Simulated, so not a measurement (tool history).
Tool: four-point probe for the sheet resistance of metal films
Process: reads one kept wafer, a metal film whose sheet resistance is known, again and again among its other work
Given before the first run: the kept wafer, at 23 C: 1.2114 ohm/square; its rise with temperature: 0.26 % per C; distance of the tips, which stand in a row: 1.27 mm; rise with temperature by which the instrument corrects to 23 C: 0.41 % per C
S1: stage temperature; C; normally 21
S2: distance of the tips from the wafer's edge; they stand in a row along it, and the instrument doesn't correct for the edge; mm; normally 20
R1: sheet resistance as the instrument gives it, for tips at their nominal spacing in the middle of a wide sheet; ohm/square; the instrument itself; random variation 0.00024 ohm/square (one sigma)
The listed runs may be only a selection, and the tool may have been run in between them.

run    hour  S1  S2        R1
  1       0  21  20  1.216163
  2    83.5  21  20  1.216217
  3   170.1  21  20   1.21642
  4   262.6  21  20  1.215685
  5   318.2  21  20  1.216082
  6   367.9  21  20  1.215918
  7   449.1  21  20  1.215893
  8   545.4  21   7  1.234203
  9   620.9  21  20   1.21561
 10   662.2  21  20  1.215416
 11   728.7  18  20  1.220377
 12   811.9  18  20  1.220648
 13   879.3  18  20  1.220305
 14   974.9  18  20  1.220487
 15  1047.7  18  20  1.220336
 16  1101.3  18  20  1.220238
 17  1178.6  18  20   1.22034
 18  1251.2  34  27  1.191489
 19  1345.2  23  20  1.210629
 20  1398.3  34  63  1.189695
 21  1480.4  34   8  1.205426
 22  1564.7  34   8  1.205152
 23  1656.6  34   8  1.204804
 24  1721.1  34   8  1.205012
 25  1772.7  34   8  1.204501
 26  1846.8  21  18  1.214495

Run 27 comes next. What will it give?
 27  1929.3  22  20   ?

{"run 27": {"R1": 1.211844}}
Without the tool's hidden state the same run would have given R1 1.215923 ohm/square.

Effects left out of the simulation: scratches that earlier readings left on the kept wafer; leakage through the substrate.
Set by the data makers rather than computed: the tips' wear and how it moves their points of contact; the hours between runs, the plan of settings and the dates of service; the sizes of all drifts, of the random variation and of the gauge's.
